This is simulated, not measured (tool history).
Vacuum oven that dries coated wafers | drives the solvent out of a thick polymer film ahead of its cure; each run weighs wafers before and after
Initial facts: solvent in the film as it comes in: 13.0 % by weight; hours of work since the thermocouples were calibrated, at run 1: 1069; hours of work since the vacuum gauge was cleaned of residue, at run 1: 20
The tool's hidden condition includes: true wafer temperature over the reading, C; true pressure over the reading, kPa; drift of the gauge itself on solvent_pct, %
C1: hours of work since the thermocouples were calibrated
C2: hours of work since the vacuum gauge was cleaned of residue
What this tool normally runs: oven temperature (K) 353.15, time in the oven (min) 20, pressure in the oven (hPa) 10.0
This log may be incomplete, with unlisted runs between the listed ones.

{"run": 1, "day": 0.0, "oven temperature (K)": 353.15, "time in the oven (min)": 20, "pressure in the oven (hPa)": 10.0, "C1": 1069, "C2": 20, "solvent left in the film (%)": 0.65}
{"run": 2, "day": 3.833, "oven temperature (K)": 353.15, "time in the oven (min)": 24, "pressure in the oven (hPa)": 10.0, "C1": 1127, "C2": 78, "solvent left in the film (%)": 0.56}
{"run": 3, "day": 7.133, "oven temperature (K)": 353.15, "time in the oven (min)": 24, "pressure in the oven (hPa)": 10.0, "C1": 1177, "C2": 127, "solvent left in the film (%)": 0.55}
{"run": 4, "day": 9.646, "oven temperature (K)": 353.15, "time in the oven (min)": 24, "pressure in the oven (hPa)": 10.0, "C1": 1215, "C2": 165, "solvent left in the film (%)": 0.52}
{"run": 5, "day": 11.792, "oven temperature (K)": 353.15, "time in the oven (min)": 24, "pressure in the oven (hPa)": 10.0, "C1": 1247, "C2": 198, "solvent left in the film (%)": 0.54}
{"run": 6, "day": 15.912, "oven temperature (K)": 353.15, "time in the oven (min)": 20, "pressure in the oven (hPa)": 10.0, "C1": 1309, "C2": 260, "solvent left in the film (%)": 0.66}
{"run": 7, "day": 20.421, "oven temperature (K)": 353.15, "time in the oven (min)": 20, "pressure in the oven (hPa)": 10.0, "C1": 1377, "C2": 328, "solvent left in the film (%)": 0.65}
{"run": 8, "day": 22.317, "oven temperature (K)": 364.15, "time in the oven (min)": 23, "pressure in the oven (hPa)": 22.8, "C1": 1406, "C2": 356, "solvent left in the film (%)": 0.71}
{"run": 9, "day": 26.021, "oven temperature (K)": 364.15, "time in the oven (min)": 24, "pressure in the oven (hPa)": 7.2, "C1": 1462, "C2": 412, "solvent left in the film (%)": 0.24}
{"run": 10, "day": 29.55, "oven temperature (K)": 355.15, "time in the oven (min)": 14, "pressure in the oven (hPa)": 30.8, "C1": 1515, "C2": 466, "solvent left in the film (%)": 1.68}
{"day": 29.875, "done": "vacuum gauge cleaned of residue and calibrated"}
{"run": 11, "day": 32.754, "oven temperature (K)": 355.15, "time in the oven (min)": 14, "pressure in the oven (hPa)": 30.8, "C1": 1562, "C2": 43, "solvent left in the film (%)": 1.64}
{"run": 12, "day": 35.408, "oven temperature (K)": 355.15, "time in the oven (min)": 14, "pressure in the oven (hPa)": 30.8, "C1": 1602, "C2": 83, "solvent left in the film (%)": 1.66}
{"day": 37.796, "done": "vacuum gauge cleaned of residue and calibrated, once more"}
{"run": 13, "day": 37.971, "oven temperature (K)": 355.15, "time in the oven (min)": 14, "pressure in the oven (hPa)": 30.8, "C1": 1640, "C2": 3, "solvent left in the film (%)": 1.57}
{"day": 40.617, "done": "oven's thermocouples calibrated"}
{"run": 14, "day": 42.342, "oven temperature (K)": 353.15, "time in the oven (min)": 28, "pressure in the oven (hPa)": 16.7, "C1": 26, "C2": 67, "solvent left in the film (%)": 0.85}

Predict each of these 3 candidate next runs independently; none follows another, all start after run 14:
{"run": "A", "day": 46.15, "oven temperature (K)": 343.15, "time in the oven (min)": 28, "pressure in the oven (hPa)": 9.2, "C1": 83, "C2": 125, "solvent left in the film (%)": "?"}
{"run": "B", "day": 46.15, "oven temperature (K)": 340.15, "time in the oven (min)": 28, "pressure in the oven (hPa)": 8.7, "C1": 83, "C2": 125, "solvent left in the film (%)": "?"}
{"run": "C", "day": 46.15, "oven temperature (K)": 353.15, "time in the oven (min)": 27, "pressure in the oven (hPa)": 10.0, "C1": 83, "C2": 125, "solvent left in the film (%)": "?"}

run=A solvent_left_in_the_film_(%)=1.39
run=B solvent_left_in_the_film_(%)=1.83
run=C solvent_left_in_the_film_(%)=0.53
The same runs, with their run-to-run variation unchanged, on a tool lacking any hidden condition would have given:
run=A solvent_left_in_the_film_(%)=1.40
run=B solvent_left_in_the_film_(%)=1.85
run=C solvent_left_in_the_film_(%)=0.53
